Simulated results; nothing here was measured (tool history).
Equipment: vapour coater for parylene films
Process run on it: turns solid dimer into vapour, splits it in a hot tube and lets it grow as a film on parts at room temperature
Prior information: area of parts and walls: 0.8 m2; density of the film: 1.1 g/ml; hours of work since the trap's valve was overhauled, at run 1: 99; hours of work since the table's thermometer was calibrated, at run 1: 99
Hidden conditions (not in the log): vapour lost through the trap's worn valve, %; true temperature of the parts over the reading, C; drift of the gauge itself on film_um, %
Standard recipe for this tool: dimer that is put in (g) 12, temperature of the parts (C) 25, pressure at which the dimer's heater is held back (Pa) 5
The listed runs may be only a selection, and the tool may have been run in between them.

run	hour	dimer that is put in (g)	temperature of the parts (C)	pressure at which the dimer's heater is held back (Pa)	hours of work since the trap's valve was overhauled	hours of work since the table's thermometer was calibrated	thickness of the film (um)
1	0	12	25	5	99	99	8.21
2	10.7	12	25	5	105	105	8.19
3	26.4	12	25	5	114	114	8.32
4	45.6	12	25	5	125	125	8.27
5	60.1	12	25	5	133	133	8.17
6	77.3	12	25	5	143	143	8.21
7	95.9	12	25	5	154	154	8.2
8	107.7	5	25	5	161	161	3.43
9	124.7	13	25	5	171	171	8.89
10	133.5	13	25	5	176	176	8.87
11	143	13	25	5	181	181	8.82
12	153.2	12	25	3	187	187	8.76
13	169.3	21	25	3	196	196	15.53
14	186.8	12	25	4.93	206	206	8.08
15	206	12	25	4.93	217	217	8.2
16	219.9	12	25	4.93	225	225	8.14
17	236.6	12	25	4.93	235	235	8.17
18	244.7	12	25	4.93	239	239	8.14
19	254.6	12	25	5	245	245	8.16
20	273.9	12	25	10.84	256	256	7.19
21	286.3	12	25	10.84	263	263	7.11
22	295.9	12	25	10.84	269	269	7.15
23	309.2	10	25	5	276	276	6.75
24	319.9	10	25	5	282	282	6.69
25	332.6	18	22	10.13	290	290	11.53
26	341.5	14	28	5	295	295	8.93
27	354.3	12	25	2.81	302	302	8.9
28	365.5	12	25	6.56	309	309	7.8
29	379.7	9	25	8.52	317	317	5.53
30	395.7	9	24	6.3	326	326	5.98
31	405.4	12	25	2.8	332	332	8.82
32	422.3	12	25	2.8	341	341	8.84
33	433.2	6	25	6.98	347	347	3.78
34	443.1	6	25	4.39	353	353	4.06
35	453.1	12	32	6.44	359	359	6.76
36	463.9	12	30	10.58	365	365	6.43
37	480.7	6	19	5	375	375	4.46
38	499.2	6	17	2.41	385	385	5.22
39	510	16	17	5.32	392	392	12.2
40	525.5	16	17	5.32	400	400	12.1
41	537.5	9	17	5	407	407	6.96
42	548.3	14	25	3.67	413	413	9.81
43	560.4	12	26	4.33	420	420	8.02
44	575.1	12	26	4.33	429	429	7.84
45	584	10	33	2.68	434	434	6.23
46	592.9	16	33	5.38	439	439	8.96
47	608.2	11	33	5	448	448	6.27

Below, some changes in thickness of the film (um) between adjacent runs. For each, the amount present without the hidden state too (settings, incoming material, random variation) and the amount remaining for the hidden state with gauge scatter not shared by both compared results:
Run 12 -> 13: dimer that is put in (g) 12 -> 21. thickness of the film (um) +6.77: hidden state -0.17, all else +6.94.
Run 13 -> 14: dimer that is put in (g) 21 -> 12, pressure at which the dimer's heater is held back (Pa) 3 -> 4.93. thickness of the film (um) -7.45: hidden state +0.17, all else -7.62.
Run 32 -> 33: dimer that is put in (g) 12 -> 6, pressure at which the dimer's heater is held back (Pa) 2.8 -> 6.98. thickness of the film (um) -5.06: hidden state +0.22, all else -5.28.
Run 38 -> 39: dimer that is put in (g) 6 -> 16, pressure at which the dimer's heater is held back (Pa) 2.41 -> 5.32. thickness of the film (um) +6.98: hidden state -0.36, all else +7.34.
Run 40 -> 41: dimer that is put in (g) 16 -> 9, pressure at which the dimer's heater is held back (Pa) 5.32 -> 5. thickness of the film (um) -5.14: hidden state +0.26, all else -5.4.
